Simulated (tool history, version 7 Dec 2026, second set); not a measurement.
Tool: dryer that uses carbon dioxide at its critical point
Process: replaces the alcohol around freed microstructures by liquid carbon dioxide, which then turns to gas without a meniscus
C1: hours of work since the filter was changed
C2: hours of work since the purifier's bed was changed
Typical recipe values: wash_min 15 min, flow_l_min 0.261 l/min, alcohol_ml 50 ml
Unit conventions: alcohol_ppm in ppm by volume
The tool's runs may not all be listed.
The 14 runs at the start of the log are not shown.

Run 15, hour 574.8: usual settings but flow_l_min 0.437 l/min; C1 203; C2 473. Result: alcohol_ppm 44 ppm by volume.
Run 16, hour 608.8: usual settings but wash_min 22 min; C1 226; C2 496. Result: alcohol_ppm 40 ppm by volume.
Run 17, hour 655.4: usual settings but wash_min 22 min; C1 257; C2 527. Result: alcohol_ppm 49 ppm by volume.
Run 18, hour 702.3: usual settings but wash_min 22 min; C1 288; C2 558. Result: alcohol_ppm 51 ppm by volume.
Run 19, hour 749.9: usual settings but wash_min 11 min; C1 320; C2 590. Result: alcohol_ppm 1067 ppm by volume.
Run 20, hour 791.8: usual settings but flow_l_min 0.160 l/min; C1 348; C2 618. Result: alcohol_ppm 2387 ppm by volume.
At hour 804.5: purifier's bed changed.
Run 21, hour 826.4: usual settings but flow_l_min 0.160 l/min; C1 369; C2 15. Result: alcohol_ppm 2341 ppm by volume.
Run 22, hour 863.1: usual settings but flow_l_min 0.160 l/min; C1 393; C2 39. Result: alcohol_ppm 2361 ppm by volume.
Run 23, hour 916.2: usual settings but wash_min 22 min; C1 429; C2 74. Result: alcohol_ppm 27 ppm by volume.
At hour 951.1: inlet filter changed.
Run 24, hour 956.8: usual settings but wash_min 9 min; C1 4; C2 101. Result: alcohol_ppm 2037 ppm by volume.
Run 25, hour 1002.1: usual settings but wash_min 20 min, flow_l_min 0.214 l/min; C1 34; C2 131. Result: alcohol_ppm 100 ppm by volume.
Run 26, hour 1051.9: usual settings but wash_min 9 min, flow_l_min 0.214 l/min, alcohol_ml 84 ml; C1 67; C2 164. Result: alcohol_ppm 7209 ppm by volume.

Predict the results of run 27:
Run 27, hour 1103.3: usual settings but wash_min 19 min, flow_l_min 0.255 l/min, alcohol_ml 24 ml; C1 101; C2 198. Result: alcohol_ppm ?.

{"run 27": {"alcohol_ppm": 29}}
Had the tool carried no hidden state, the very same run would have given alcohol_ppm 15 ppm by volume.

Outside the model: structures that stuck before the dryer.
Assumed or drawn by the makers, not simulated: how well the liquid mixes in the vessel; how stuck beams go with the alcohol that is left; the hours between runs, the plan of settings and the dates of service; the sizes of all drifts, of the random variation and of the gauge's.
